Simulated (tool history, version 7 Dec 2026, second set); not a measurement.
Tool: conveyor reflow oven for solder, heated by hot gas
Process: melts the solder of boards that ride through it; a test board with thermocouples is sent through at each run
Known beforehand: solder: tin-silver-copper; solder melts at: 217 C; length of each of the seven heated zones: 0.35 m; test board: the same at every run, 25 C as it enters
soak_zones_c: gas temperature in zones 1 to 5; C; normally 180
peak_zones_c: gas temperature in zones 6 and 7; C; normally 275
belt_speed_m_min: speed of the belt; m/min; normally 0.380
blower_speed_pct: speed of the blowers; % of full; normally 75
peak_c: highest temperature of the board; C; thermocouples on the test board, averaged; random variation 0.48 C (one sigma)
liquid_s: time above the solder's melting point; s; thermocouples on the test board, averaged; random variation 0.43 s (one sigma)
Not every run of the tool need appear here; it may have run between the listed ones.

run 1 hour=0.0 | soak_zones_c=180 peak_zones_c=275 belt_speed_m_min=0.380 blower_speed_pct=75 | peak_c=264.4 liquid_s=96.4
run 2 hour=18.6 | soak_zones_c=180 peak_zones_c=275 belt_speed_m_min=0.380 blower_speed_pct=75 | peak_c=264.0 liquid_s=97.0
run 3 hour=60.2 | soak_zones_c=180 peak_zones_c=275 belt_speed_m_min=0.380 blower_speed_pct=75 | peak_c=263.6 liquid_s=97.1
run 4 hour=102.6 | soak_zones_c=180 peak_zones_c=275 belt_speed_m_min=0.380 blower_speed_pct=75 | peak_c=262.6 liquid_s=96.4
run 5 hour=129.0 | soak_zones_c=180 peak_zones_c=275 belt_speed_m_min=0.380 blower_speed_pct=75 | peak_c=262.8 liquid_s=97.3
run 6 hour=151.8 | soak_zones_c=180 peak_zones_c=275 belt_speed_m_min=0.380 blower_speed_pct=75 | peak_c=262.9 liquid_s=96.6
run 7 hour=173.7 | soak_zones_c=180 peak_zones_c=275 belt_speed_m_min=0.380 blower_speed_pct=75 | peak_c=261.7 liquid_s=95.6
-- hour=183.2 flux residue cleaned out of gas plates and filters
run 8 hour=221.3 | soak_zones_c=180 peak_zones_c=275 belt_speed_m_min=0.380 blower_speed_pct=75 | peak_c=264.2 liquid_s=98.3
run 9 hour=241.3 | soak_zones_c=180 peak_zones_c=275 belt_speed_m_min=0.380 blower_speed_pct=75 | peak_c=264.7 liquid_s=98.2
run 10 hour=275.8 | soak_zones_c=180 peak_zones_c=275 belt_speed_m_min=0.380 blower_speed_pct=75 | peak_c=264.1 liquid_s=98.0
run 11 hour=301.1 | soak_zones_c=180 peak_zones_c=289 belt_speed_m_min=0.380 blower_speed_pct=75 | peak_c=276.7 liquid_s=105.4
run 12 hour=323.7 | soak_zones_c=191 peak_zones_c=281 belt_speed_m_min=0.440 blower_speed_pct=83 | peak_c=268.3 liquid_s=91.1
run 13 hour=357.4 | soak_zones_c=191 peak_zones_c=281 belt_speed_m_min=0.440 blower_speed_pct=83 | peak_c=267.7 liquid_s=92.1
run 14 hour=387.5 | soak_zones_c=191 peak_zones_c=281 belt_speed_m_min=0.440 blower_speed_pct=83 | peak_c=268.0 liquid_s=90.8
run 15 hour=422.6 | soak_zones_c=180 peak_zones_c=289 belt_speed_m_min=0.380 blower_speed_pct=75 | peak_c=275.8 liquid_s=105.2
run 16 hour=442.3 | soak_zones_c=180 peak_zones_c=276 belt_speed_m_min=0.380 blower_speed_pct=54 | peak_c=259.7 liquid_s=94.8
run 17 hour=473.0 | soak_zones_c=172 peak_zones_c=283 belt_speed_m_min=0.380 blower_speed_pct=54 | peak_c=264.3 liquid_s=93.9

Selected run-to-run steps in peak_c, each split into two signed amounts: the part the tool would show with no hidden state at all (from settings, incoming material and random variation), and the remainder, which goes to the hidden state together with any gauge scatter not common to the measured and the hidden-state-free results:
Hidden state at play: heat that the gas passes to the board, % of a clean oven's; belt's true speed, % of the reading; true gas temperature in zones 6 and 7 over the reading, C; drift of the gauge itself on peak_c, C; drift of the gauge itself on liquid_s, %.
Run 7 -> 8: flux residue cleaned out of gas plates and filters. peak_c +2.5 C: hidden state +1.9, all else +0.6.
Run 15 -> 16: peak_zones_c 289 -> 276, blower_speed_pct 75 -> 54. peak_c -16.1 C: hidden state +0.1, all else -16.2.
